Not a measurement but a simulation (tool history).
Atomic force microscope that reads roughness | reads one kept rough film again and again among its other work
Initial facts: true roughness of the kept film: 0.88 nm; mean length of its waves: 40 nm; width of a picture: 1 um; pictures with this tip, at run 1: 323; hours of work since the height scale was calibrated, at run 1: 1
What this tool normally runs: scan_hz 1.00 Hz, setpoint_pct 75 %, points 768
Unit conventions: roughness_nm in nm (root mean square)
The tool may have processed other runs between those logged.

run   hour  scan_hz  setpoint_pct  points  pictures with this tip  hours of work since the height scale was calibrated  roughness_nm
  1    0.0     1.00            75     768                     323                                                    1        0.8061
  2    6.7     1.00            75     768                     335                                                    5        0.8077
      11.4  -- new tip fitted
  3   14.0     1.00            75     535                       5                                                    9        0.8232
  4   19.6     1.00            75     535                      16                                                   12        0.8216
  5   23.6     1.00            75     535                      23                                                   14        0.8219
  6   29.1     1.00            75     768                      34                                                   17        0.8223
  7   35.8     1.00            75     768                      47                                                   21        0.8211
  8   40.0     1.00            75     768                      55                                                   23        0.8223
  9   46.4     1.00            75     768                      67                                                   27        0.8210
 10   53.8     1.00            75     768                      81                                                   31        0.8204
 11   59.9     1.00            75     565                      92                                                   35        0.8183
 12   65.7     1.00            75     565                     103                                                   38        0.8175
 13   73.8     1.00            75     565                     119                                                   42        0.8175
 14   82.1     1.00            75     565                     134                                                   47        0.8163
 15   90.3     2.09            75     768                     150                                                   52        0.7754
 16   94.0     2.09            75     768                     157                                                   54        0.7732
 17  100.4     2.09            75     768                     169                                                   58        0.7754
 18  108.9     2.72            75     300                     185                                                   62        0.7480
 19  115.3     1.89            75     768                     197                                                   66        0.7791
     117.0  -- height scale calibrated on a step standard
 20  124.9     1.55            63     302                     214                                                    4        0.8164
 21  129.5     1.55            63     302                     222                                                    7        0.8156
 22  138.6     2.36            82     422                     239                                                   12        0.7259
 23  147.0     1.47            61     768                     255                                                   17        0.8236
     150.4  -- height scale calibrated on a step standard, once more
 24  155.7     1.00            84     768                     270                                                    3        0.7851
 25  163.3     2.81            75     494                     284                                                    7        0.7415
 26  168.7     2.81            75     381                     295                                                   10        0.7390
 27  175.0     0.65            75     768                     306                                                   14        0.8176
 28  183.7     0.65            75     768                     323                                                   19        0.8184
 29  187.9     0.58            62     723                     331                                                   21        0.8343
     194.7  -- new tip fitted
 30  197.2     2.68            59     599                       5                                                   26        0.8202

Expected results for the next run?
 31  204.4     0.59            75     768                      18                                                   30             ?

{"run 31": {"roughness_nm": 0.8364}}
With no hidden state in the tool, this same run would have given roughness_nm 0.8393 nm (root mean square).

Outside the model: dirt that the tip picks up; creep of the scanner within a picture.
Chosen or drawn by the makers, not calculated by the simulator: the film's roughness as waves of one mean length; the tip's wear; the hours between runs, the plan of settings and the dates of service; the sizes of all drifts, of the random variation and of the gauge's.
